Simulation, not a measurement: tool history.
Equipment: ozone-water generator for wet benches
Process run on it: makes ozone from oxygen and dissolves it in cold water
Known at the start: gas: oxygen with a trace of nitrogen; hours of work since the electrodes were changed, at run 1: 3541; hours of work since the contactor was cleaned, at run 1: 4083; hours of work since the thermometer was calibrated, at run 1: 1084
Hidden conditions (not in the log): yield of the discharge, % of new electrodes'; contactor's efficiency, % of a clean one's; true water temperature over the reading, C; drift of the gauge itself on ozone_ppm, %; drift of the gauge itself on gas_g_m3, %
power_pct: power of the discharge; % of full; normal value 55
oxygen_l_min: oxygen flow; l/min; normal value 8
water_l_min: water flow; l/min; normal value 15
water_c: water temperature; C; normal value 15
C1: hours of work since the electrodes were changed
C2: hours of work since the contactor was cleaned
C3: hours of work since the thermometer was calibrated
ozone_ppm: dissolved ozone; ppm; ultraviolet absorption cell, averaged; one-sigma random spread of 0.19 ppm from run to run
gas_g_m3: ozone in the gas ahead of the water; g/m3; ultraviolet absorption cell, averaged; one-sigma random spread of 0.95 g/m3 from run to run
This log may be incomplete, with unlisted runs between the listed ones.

run 1 hour=0 | power_pct=55 oxygen_l_min=8 water_l_min=15 water_c=15 | C1=3541 C2=4083 C3=1084 | ozone_ppm=26 gas_g_m3=156.7
run 2 hour=48.2 | power_pct=55 oxygen_l_min=8 water_l_min=15 water_c=15 | C1=3585 C2=4126 C3=1128 | ozone_ppm=26.2 gas_g_m3=156.5
run 3 hour=139.1 | power_pct=55 oxygen_l_min=8 water_l_min=15 water_c=15 | C1=3667 C2=4209 C3=1210 | ozone_ppm=25.9 gas_g_m3=157
run 4 hour=243.9 | power_pct=55 oxygen_l_min=8 water_l_min=15 water_c=10 | C1=3762 C2=4303 C3=1305 | ozone_ppm=27.9 gas_g_m3=155.4
run 5 hour=355.8 | power_pct=55 oxygen_l_min=5.04 water_l_min=15 water_c=10 | C1=3863 C2=4404 C3=1406 | ozone_ppm=30.1 gas_g_m3=210
run 6 hour=420.3 | power_pct=55 oxygen_l_min=5.04 water_l_min=17 water_c=10 | C1=3921 C2=4463 C3=1464 | ozone_ppm=26.8 gas_g_m3=208.4
run 7 hour=505.3 | power_pct=55 oxygen_l_min=5.04 water_l_min=17 water_c=17 | C1=3998 C2=4540 C3=1541 | ozone_ppm=24.3 gas_g_m3=207.5
run 8 hour=557.3 | power_pct=55 oxygen_l_min=8 water_l_min=15 water_c=15 | C1=4045 C2=4587 C3=1588 | ozone_ppm=25.5 gas_g_m3=155.2
run 9 hour=669.3 | power_pct=55 oxygen_l_min=8 water_l_min=15 water_c=15 | C1=4146 C2=4688 C3=1689 | ozone_ppm=25.6 gas_g_m3=155
run 10 hour=781.9 | power_pct=55 oxygen_l_min=8 water_l_min=15 water_c=15 | C1=4248 C2=4790 C3=1791 | ozone_ppm=25.6 gas_g_m3=154.7
run 11 hour=873.1 | power_pct=91 oxygen_l_min=8 water_l_min=15 water_c=15 | C1=4330 C2=4872 C3=1874 | ozone_ppm=35.3 gas_g_m3=212.3
run 12 hour=957.5 | power_pct=55 oxygen_l_min=8 water_l_min=15 water_c=15 | C1=4407 C2=4948 C3=1950 | ozone_ppm=25.4 gas_g_m3=154.9
run 13 hour=1042.4 | power_pct=55 oxygen_l_min=8 water_l_min=15 water_c=15 | C1=4483 C2=5025 C3=2027 | ozone_ppm=25.9 gas_g_m3=153.6
run 14 hour=1137.2 | power_pct=55 oxygen_l_min=8 water_l_min=15 water_c=15 | C1=4569 C2=5111 C3=2112 | ozone_ppm=25.7 gas_g_m3=153.8
run 15 hour=1197 | power_pct=55 oxygen_l_min=8 water_l_min=15 water_c=15 | C1=4623 C2=5165 C3=2166 | ozone_ppm=25.5 gas_g_m3=152.2
run 16 hour=1296.7 | power_pct=55 oxygen_l_min=8 water_l_min=15 water_c=15 | C1=4713 C2=5255 C3=2257 | ozone_ppm=25.1 gas_g_m3=153
run 17 hour=1368 | power_pct=55 oxygen_l_min=9.57 water_l_min=15 water_c=21 | C1=4778 C2=5319 C3=2321 | ozone_ppm=21.2 gas_g_m3=137.6
run 18 hour=1414.6 | power_pct=68 oxygen_l_min=8.19 water_l_min=23 water_c=19 | C1=4820 C2=5361 C3=2363 | ozone_ppm=18.9 gas_g_m3=173.4
run 19 hour=1466.5 | power_pct=68 oxygen_l_min=8.19 water_l_min=23 water_c=19 | C1=4867 C2=5408 C3=2410 | ozone_ppm=19.1 gas_g_m3=173.6
run 20 hour=1559.9 | power_pct=68 oxygen_l_min=8.19 water_l_min=23 water_c=19 | C1=4951 C2=5493 C3=2494 | ozone_ppm=18.6 gas_g_m3=174.2
run 21 hour=1609.2 | power_pct=52 oxygen_l_min=8 water_l_min=15 water_c=15 | C1=4996 C2=5537 C3=2539 | ozone_ppm=24.1 gas_g_m3=147.8
run 22 hour=1716.6 | power_pct=52 oxygen_l_min=8 water_l_min=15 water_c=15 | C1=5093 C2=5634 C3=2636 | ozone_ppm=24.5 gas_g_m3=147.7
run 23 hour=1813.2 | power_pct=89 oxygen_l_min=13.89 water_l_min=12 water_c=21 | C1=5180 C2=5722 C3=2723 | ozone_ppm=28.2 gas_g_m3=144.6
run 24 hour=1915 | power_pct=89 oxygen_l_min=13.89 water_l_min=12 water_c=21 | C1=5272 C2=5814 C3=2815 | ozone_ppm=27.9 gas_g_m3=145.7
run 25 hour=2027 | power_pct=71 oxygen_l_min=5.17 water_l_min=14 water_c=13 | C1=5373 C2=5915 C3=2917 | ozone_ppm=34.6 gas_g_m3=234.9
run 26 hour=2129.6 | power_pct=71 oxygen_l_min=5 water_l_min=18 water_c=10 | C1=5466 C2=6008 C3=3009 | ozone_ppm=28.7 gas_g_m3=239.1
run 27 hour=2175.9 | power_pct=61 oxygen_l_min=5 water_l_min=18 water_c=10 | C1=5508 C2=6050 C3=3051 | ozone_ppm=26.5 gas_g_m3=218.5
run 28 hour=2287.5 | power_pct=55 oxygen_l_min=8 water_l_min=23 water_c=15 | C1=5609 C2=6150 C3=3152 | ozone_ppm=17.4 gas_g_m3=152.4
run 29 hour=2378.3 | power_pct=55 oxygen_l_min=8 water_l_min=23 water_c=15 | C1=5691 C2=6232 C3=3234 | ozone_ppm=17.3 gas_g_m3=152
-- hour=2408.1 water thermometer calibrated
run 30 hour=2437.5 | power_pct=55 oxygen_l_min=8 water_l_min=17 water_c=15 | C1=5744 C2=6286 C3=27 | ozone_ppm=22.2 gas_g_m3=150.5
run 31 hour=2522.3 | power_pct=55 oxygen_l_min=8 water_l_min=11 water_c=21 | C1=5821 C2=6362 C3=103 | ozone_ppm=26.9 gas_g_m3=149.8
run 32 hour=2622.3 | power_pct=55 oxygen_l_min=8 water_l_min=11 water_c=21 | C1=5911 C2=6453 C3=194 | ozone_ppm=26.5 gas_g_m3=150.7

Hidden condition of the tool, last listed run before each entry between runs versus first listed run after:
Run 29 -> run 30: water thermometer calibrated (hour 2408.1)
  yield of the discharge, % of new electrodes': 92 -> 91.9; contactor's efficiency, % of a clean one's: 90.7 -> 90.6; true water temperature over the reading, C: 0.15 -> -0.01
  what was measured, less what the result would be without the hidden state, ozone_ppm: -2.3 -> -2.8 ppm; gas_g_m3: -11.1 -> -11.1 g/m3

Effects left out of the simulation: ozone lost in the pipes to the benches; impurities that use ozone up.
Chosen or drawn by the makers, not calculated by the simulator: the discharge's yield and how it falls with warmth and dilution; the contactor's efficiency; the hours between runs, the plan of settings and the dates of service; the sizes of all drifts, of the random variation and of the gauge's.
